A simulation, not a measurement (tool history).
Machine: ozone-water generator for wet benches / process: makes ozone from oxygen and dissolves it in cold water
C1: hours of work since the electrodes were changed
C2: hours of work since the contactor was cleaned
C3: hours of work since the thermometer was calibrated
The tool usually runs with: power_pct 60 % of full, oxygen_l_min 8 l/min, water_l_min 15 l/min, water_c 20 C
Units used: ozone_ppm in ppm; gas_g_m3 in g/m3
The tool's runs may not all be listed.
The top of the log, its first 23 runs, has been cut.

Run 24, day 33.712: usual settings but water_c 15 C; C1 1901; C2 1373; C3 4315. Result: ozone_ppm 35.2 ppm, gas_g_m3 203 g/m3.
Run 25, day 35.479: usual settings but oxygen_l_min 4.16 l/min, water_l_min 12 l/min, water_c 15 C; C1 1940; C2 1412; C3 4354. Result: ozone_ppm 39.8 ppm, gas_g_m3 263.8 g/m3.
Run 26, day 36.775: usual settings but power_pct 86 % of full, oxygen_l_min 5.89 l/min, water_l_min 18 l/min, water_c 15 C; C1 1968; C2 1440; C3 4382. Result: ozone_ppm 40.2 ppm, gas_g_m3 302.7 g/m3.
Run 27, day 38.15: usual settings but water_l_min 19 l/min, water_c 24 C; C1 1998; C2 1470; C3 4411. Result: ozone_ppm 25.2 ppm, gas_g_m3 202.1 g/m3.
Run 28, day 39.983: usual settings but power_pct 86 % of full, water_l_min 19 l/min, water_c 24 C; C1 2037; C2 1509; C3 4451. Result: ozone_ppm 33.5 ppm, gas_g_m3 267.8 g/m3.
Run 29, day 41.712: usual settings but power_pct 86 % of full, water_l_min 19 l/min, water_c 24 C; C1 2075; C2 1547; C3 4489. Result: ozone_ppm 33.5 ppm, gas_g_m3 271.3 g/m3.
Run 30, day 43.808: usual settings but oxygen_l_min 5.97 l/min; C1 2120; C2 1592; C3 4534. Result: ozone_ppm 31.5 ppm, gas_g_m3 225.5 g/m3.
Run 31, day 45.067: usual settings but oxygen_l_min 5.97 l/min; C1 2148; C2 1620; C3 4562. Result: ozone_ppm 31.8 ppm, gas_g_m3 226.5 g/m3.
Run 32, day 46.475: usual settings but power_pct 69 % of full, oxygen_l_min 4.04 l/min, water_l_min 13 l/min; C1 2178; C2 1650; C3 4592. Result: ozone_ppm 39.2 ppm, gas_g_m3 296.6 g/m3.

Branching from run 32: 5 alternative next runs. What would each branch give?
Run A, day 47.504: usual settings but power_pct 74 % of full; C1 2201; C2 1673; C3 4614. Result: ozone_ppm ?, gas_g_m3 ?.
Run B, day 47.504: usual settings but power_pct 69 % of full, oxygen_l_min 5.65 l/min, water_l_min 13 l/min; C1 2201; C2 1673; C3 4614. Result: ozone_ppm ?, gas_g_m3 ?.
Run C, day 47.504: usual settings but power_pct 69 % of full, oxygen_l_min 4.04 l/min, water_l_min 13 l/min, water_c 16 C; C1 2201; C2 1673; C3 4614. Result: ozone_ppm ?, gas_g_m3 ?.
Run D, day 47.504: usual settings but power_pct 87 % of full, oxygen_l_min 4.04 l/min, water_l_min 13 l/min; C1 2201; C2 1673; C3 4614. Result: ozone_ppm ?, gas_g_m3 ?.
Run E, day 47.504: usual settings but power_pct 69 % of full, oxygen_l_min 5.35 l/min, water_l_min 11 l/min; C1 2201; C2 1673; C3 4614. Result: ozone_ppm ?, gas_g_m3 ?.

run  ozone_ppm  gas_g_m3
  A       37.4     237.6
  B       39.4     260.2
  C       41.5     297.6
  D       46.5     359.6
  E       43.6     265.7
Stripped of hidden state, with their random variation kept, the same runs would have yielded:
run  ozone_ppm  gas_g_m3
  A       37.5       238
  B       39.5     260.5
  C       41.6       298
  D       46.6     360.2
  E       43.6     266.1

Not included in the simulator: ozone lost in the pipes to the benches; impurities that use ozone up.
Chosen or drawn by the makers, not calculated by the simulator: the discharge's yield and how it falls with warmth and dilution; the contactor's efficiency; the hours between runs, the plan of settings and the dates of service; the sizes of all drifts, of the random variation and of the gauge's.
